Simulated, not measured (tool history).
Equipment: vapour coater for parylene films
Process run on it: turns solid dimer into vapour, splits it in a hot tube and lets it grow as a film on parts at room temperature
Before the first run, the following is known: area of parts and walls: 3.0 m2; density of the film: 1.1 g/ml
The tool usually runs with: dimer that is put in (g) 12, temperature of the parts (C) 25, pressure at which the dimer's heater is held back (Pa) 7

run,hour,dimer that is put in (g),temperature of the parts (C),pressure at which the dimer's heater is held back (Pa),thickness of the film (µm)
1,0,12,25,7,2.479
2,20.4,12,25,7,2.469
3,47,12,25,4.42,2.576
4,74.6,12,25,4.42,2.557
5,105,12,25,4.42,2.569
6,146.1,12,25,4.42,2.539
7,190.3,12,25,4.42,2.539
8,238.2,12,24,7,2.535
9,269.2,12,24,7,2.521
10,299.7,12,24,7,2.625
11,345.7,12,25,7,2.491
12,367.4,12,25,7,2.499
13,389.8,12,25,7,2.5
14,419.1,12,25,7,2.481
15,441.1,12,25,3.52,2.646
16,488.1,12,25,3.52,2.623
17,520.9,12,25,3.52,2.625
18,559.6,12,25,3.52,2.601
19,600.6,12,25,3.52,2.607
20,641.8,12,25,3.52,2.696
21,673.1,12,25,3.52,2.673
22,700.9,12,25,3.52,2.668
23,738.2,12,25,7,2.497
24,786,17,21,8.4,4.099
25,823,12,18,9.97,3.233
26,862.9,12,18,9.97,3.231
27,907.7,15,22,2.42,3.845
28,949.9,15,22,2.42,3.83
29,993.9,12,33,7.67,1.798
30,1019.6,12,33,7.67,1.803
31,1049.7,9,25,2.63,2.083
32,1080.9,9,25,8,1.87
33,1103.4,9,24,8.08,1.956
34,1127.1,9,24,8.08,1.948
35,1169,9,18,8.08,2.493
36,1204.6,15,35,4.12,2.141
37,1251,15,35,3.1,2.183
38,1293.7,12,25,11.5,2.364
39,1331,10,35,6.62,1.423
40,1361,13,26,7,2.697
41,1407.8,13,26,7,2.504
42,1445.4,20,17,3.77,5.844
43,1470.9,20,17,3.77,5.826
44,1518.1,20,17,3.77,5.79
45,1548.4,20,17,3.77,5.757

The log once held 5 entries between its listed runs, left out of this copy. Where does each go, and what is different about the tool's unlogged condition between the listed run before it and the listed run after it?
In the gap between runs 9 and 10: trap's valve overhauled (hour 283.8)
  vapour lost through the trap's worn valve, %: 4.3 -> 0.4; true temperature of the parts over the reading, C: -0.71 -> -0.73
  measured less the result without the state, thickness of the film (µm): -0.036 -> +0.07
In the gap between runs 19 and 20: trap's valve overhauled (hour 631.4)
  vapour lost through the trap's worn valve, %: 4.2 -> 1; true temperature of the parts over the reading, C: -0.94 -> -0.97
  measured less the result without the state, thickness of the film (µm): -0.007 -> +0.082
In the gap between runs 28 and 29: trap's valve overhauled (hour 979.2)
  vapour lost through the trap's worn valve, %: 5 -> 0.9; true temperature of the parts over the reading, C: -1.2 -> -1.22
  measured less the result without the state, thickness of the film (µm): -0.004 -> +0.075
In the gap between runs 38 and 39: trap's valve overhauled (hour 1325.9)
  vapour lost through the trap's worn valve, %: 4.9 -> 0.1; true temperature of the parts over the reading, C: -1.44 -> -1.47
  measured less the result without the state, thickness of the film (µm): +0.026 -> +0.084
In the gap between runs 40 and 41: table's thermometer calibrated (hour 1401.5)
  vapour lost through the trap's worn valve, %: 0.5 -> 1.1; true temperature of the parts over the reading, C: -1.49 -> 0.16
  measured less the result without the state, thickness of the film (µm): +0.153 -> -0.044

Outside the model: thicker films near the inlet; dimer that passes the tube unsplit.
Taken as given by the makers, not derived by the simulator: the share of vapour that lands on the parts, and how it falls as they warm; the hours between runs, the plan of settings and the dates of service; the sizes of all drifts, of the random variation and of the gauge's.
